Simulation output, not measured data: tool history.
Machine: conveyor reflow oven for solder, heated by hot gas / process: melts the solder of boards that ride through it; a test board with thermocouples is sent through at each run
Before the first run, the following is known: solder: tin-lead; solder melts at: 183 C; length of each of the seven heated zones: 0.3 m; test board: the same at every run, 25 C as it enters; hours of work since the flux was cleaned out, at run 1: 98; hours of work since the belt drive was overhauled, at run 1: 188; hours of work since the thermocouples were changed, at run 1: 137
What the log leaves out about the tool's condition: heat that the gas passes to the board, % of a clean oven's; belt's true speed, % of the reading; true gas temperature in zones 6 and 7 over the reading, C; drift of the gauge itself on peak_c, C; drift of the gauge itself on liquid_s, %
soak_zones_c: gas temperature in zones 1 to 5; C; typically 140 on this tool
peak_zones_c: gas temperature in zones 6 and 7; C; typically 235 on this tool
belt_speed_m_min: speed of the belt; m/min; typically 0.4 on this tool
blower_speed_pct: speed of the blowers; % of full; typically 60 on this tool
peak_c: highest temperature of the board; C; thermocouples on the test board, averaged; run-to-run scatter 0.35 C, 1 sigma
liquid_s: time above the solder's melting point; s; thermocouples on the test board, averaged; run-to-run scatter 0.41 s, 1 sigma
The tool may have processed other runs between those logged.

run    day  soak_zones_c  peak_zones_c  belt_speed_m_min  blower_speed_pct  hours of work since the flux was cleaned out  hours of work since the belt drive was overhauled  hours of work since the thermocouples were changed  peak_c  liquid_s
  1      0           140           235               0.4                60                                            98                                                188                                                 137     218      68.1
  2  0.325           140           235               0.4                60                                           103                                                192                                                 142   218.1      68.2
  3  0.542           140           235               0.4                60                                           106                                                196                                                 145   217.2      67.8
  4  0.862           140           235               0.4                60                                           111                                                200                                                 150   217.9      67.9
  5  1.079           140           235               0.4                60                                           114                                                203                                                 153   217.8      68.4
  6  1.333           140           235               0.4                60                                           118                                                207                                                 157   217.2      68.6
  7  1.829           140           235               0.4                60                                           125                                                214                                                 164   217.6      68.1
  8  2.275           140           235               0.4                60                                           131                                                221                                                 170   217.4      68.2
  9  2.725           140           235               0.4                60                                           138                                                227                                                 177   218.1      67.5
 10  2.933           140           235               0.4                60                                           141                                                230                                                 180     218      68.5
 11  3.288           140           235               0.4                60                                           146                                                236                                                 185     218      68.3
 12  3.746           130           235             0.383                78                                           153                                                242                                                 192   221.1      72.2
 13  4.162           146           240             0.449                60                                           159                                                248                                                 198   219.3      63.7
 14  4.554           146           240             0.449                60                                           165                                                254                                                 204   219.1      64.7
 15  4.912           146           240             0.328                60                                           170                                                259                                                 209   227.9      97.8
 16  5.358           146           240             0.328                60                                           176                                                266                                                 215   228.8      97.8
 17  5.717           128           225               0.4                77                                           181                                                271                                                 221   211.4      58.3
 18  6.088           140           227             0.346                60                                           187                                                276                                                 226   214.2      77.4
 19  6.396           150           245             0.364                82                                           191                                                281                                                 231   234.4      93.6
 20  6.838           143           235             0.343                69                                           198                                                287                                                 237   224.1      88.1

Here are 5 independent what-if runs from the current tool condition. What would each one return?
  A  7.071           143           238             0.424                67                                           201                                                291                                                 240       ?         ?
  B  7.071           143           242             0.343                69                                           201                                                291                                                 240       ?         ?
  C  7.071           139           235             0.343                65                                           201                                                291                                                 240       ?         ?
  D  7.071           140           235             0.459                56                                           201                                                291                                                 240       ?         ?
  E  7.071           150           235               0.4                60                                           201                                                291                                                 240       ?         ?

run  peak_c  liquid_s
  A   220.4      68.2
  B   230.5        93
  C   223.2      86.3
  D   211.3      53.2
  E   219.4      74.5
With the hidden condition removed and each run's random variation left untouched, the same runs would have given:
run  peak_c  liquid_s
  A   220.5      68.3
  B   230.5        93
  C   223.3      86.3
  D   211.4      53.3
  E   219.5      74.6
